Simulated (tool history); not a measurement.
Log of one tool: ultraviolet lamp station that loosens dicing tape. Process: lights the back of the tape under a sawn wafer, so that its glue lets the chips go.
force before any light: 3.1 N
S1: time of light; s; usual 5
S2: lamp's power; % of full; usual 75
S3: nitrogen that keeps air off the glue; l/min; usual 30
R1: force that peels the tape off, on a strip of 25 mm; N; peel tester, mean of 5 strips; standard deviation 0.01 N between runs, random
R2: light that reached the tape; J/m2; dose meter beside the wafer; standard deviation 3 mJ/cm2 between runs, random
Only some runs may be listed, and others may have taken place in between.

{"run": 1, "hour": 0.0, "S1": 5, "S2": 75, "S3": 30, "R1": 0.497, "R2": 4150}
{"run": 2, "hour": 25.7, "S1": 8, "S2": 75, "S3": 30, "R1": 0.242, "R2": 6570}
{"run": 3, "hour": 40.5, "S1": 8, "S2": 75, "S3": 30, "R1": 0.231, "R2": 6560}
{"run": 4, "hour": 59.9, "S1": 8, "S2": 75, "S3": 30, "R1": 0.235, "R2": 6470}
{"run": 5, "hour": 75.6, "S1": 8, "S2": 75, "S3": 30, "R1": 0.237, "R2": 6470}
{"run": 6, "hour": 103.7, "S1": 8, "S2": 75, "S3": 30, "R1": 0.241, "R2": 6390}
{"run": 7, "hour": 128.7, "S1": 5, "S2": 75, "S3": 30, "R1": 0.536, "R2": 4010}
{"run": 8, "hour": 150.7, "S1": 5, "S2": 75, "S3": 30, "R1": 0.541, "R2": 3940}
{"run": 9, "hour": 184.8, "S1": 5, "S2": 75, "S3": 30, "R1": 0.539, "R2": 3900}
{"run": 10, "hour": 199.8, "S1": 5, "S2": 75, "S3": 30, "R1": 0.541, "R2": 3890}
{"run": 11, "hour": 224.6, "S1": 5, "S2": 75, "S3": 30, "R1": 0.556, "R2": 3830}
{"run": 12, "hour": 254.9, "S1": 5, "S2": 75, "S3": 30, "R1": 0.549, "R2": 3850}
{"run": 13, "hour": 284.7, "S1": 5, "S2": 75, "S3": 16, "R1": 0.743, "R2": 3830}
{"run": 14, "hour": 300.8, "S1": 5, "S2": 75, "S3": 16, "R1": 0.733, "R2": 3770}
{"run": 15, "hour": 327.7, "S1": 5, "S2": 69, "S3": 30, "R1": 0.647, "R2": 3380}
{"run": 16, "hour": 347.7, "S1": 5, "S2": 69, "S3": 30, "R1": 0.672, "R2": 3430}
{"hour": 351.0, "done": "window cleaned of glue's vapour"}
{"run": 17, "hour": 382.6, "S1": 5, "S2": 69, "S3": 30, "R1": 0.732, "R2": 3230}
{"run": 18, "hour": 408.6, "S1": 5, "S2": 69, "S3": 30, "R1": 0.758, "R2": 3160}
{"hour": 418.4, "done": "window cleaned of glue's vapour, once more"}
{"run": 19, "hour": 435.1, "S1": 5, "S2": 69, "S3": 30, "R1": 0.582, "R2": 3660}
{"run": 20, "hour": 468.8, "S1": 5, "S2": 65, "S3": 41, "R1": 0.583, "R2": 3430}
{"run": 21, "hour": 497.3, "S1": 5, "S2": 94, "S3": 30, "R1": 0.372, "R2": 4900}
{"run": 22, "hour": 520.0, "S1": 3, "S2": 75, "S3": 50, "R1": 0.885, "R2": 2350}
{"run": 23, "hour": 552.5, "S1": 3, "S2": 65, "S3": 50, "R1": 1.123, "R2": 2000}
{"run": 24, "hour": 573.9, "S1": 9, "S2": 65, "S3": 49, "R1": 0.239, "R2": 5980}
{"run": 25, "hour": 593.3, "S1": 8, "S2": 83, "S3": 21, "R1": 0.258, "R2": 6760}
{"run": 26, "hour": 609.9, "S1": 5, "S2": 78, "S3": 30, "R1": 0.532, "R2": 3980}
{"run": 27, "hour": 624.3, "S1": 5, "S2": 78, "S3": 30, "R1": 0.551, "R2": 3910}
{"run": 28, "hour": 653.0, "S1": 3, "S2": 73, "S3": 30, "R1": 1.097, "R2": 2160}
{"run": 29, "hour": 681.6, "S1": 4, "S2": 73, "S3": 22, "R1": 0.896, "R2": 2890}
{"run": 30, "hour": 695.6, "S1": 4, "S2": 73, "S3": 22, "R1": 0.934, "R2": 2850}
{"run": 31, "hour": 720.7, "S1": 6, "S2": 75, "S3": 30, "R1": 0.464, "R2": 4390}
{"run": 32, "hour": 754.9, "S1": 2, "S2": 86, "S3": 49, "R1": 1.335, "R2": 1630}
{"run": 33, "hour": 782.1, "S1": 3, "S2": 67, "S3": 49, "R1": 1.124, "R2": 1920}
{"run": 34, "hour": 816.0, "S1": 4, "S2": 67, "S3": 15, "R1": 1.144, "R2": 2540}

Branching from run 34: 4 alternative next runs. What would each branch give?
{"run": "A", "hour": 839.9, "S1": 4, "S2": 67, "S3": 29, "R1": "?", "R2": "?"}
{"run": "B", "hour": 839.9, "S1": 5, "S2": 75, "S3": 50, "R1": "?", "R2": "?"}
{"run": "C", "hour": 839.9, "S1": 5, "S2": 75, "S3": 38, "R1": "?", "R2": "?"}
{"run": "D", "hour": 839.9, "S1": 2, "S2": 61, "S3": 10, "R1": "?", "R2": "?"}

run=A R1=0.974 R2=2500
run=B R1=0.542 R2=3480
run=C R1=0.596 R2=3490
run=D R1=2.121 R2=1130
Without the tool's hidden state the same runs would have given:
run=A R1=0.742 R2=3150
run=B R1=0.378 R2=4380
run=C R1=0.417 R2=4400
run=D R1=1.916 R2=1430
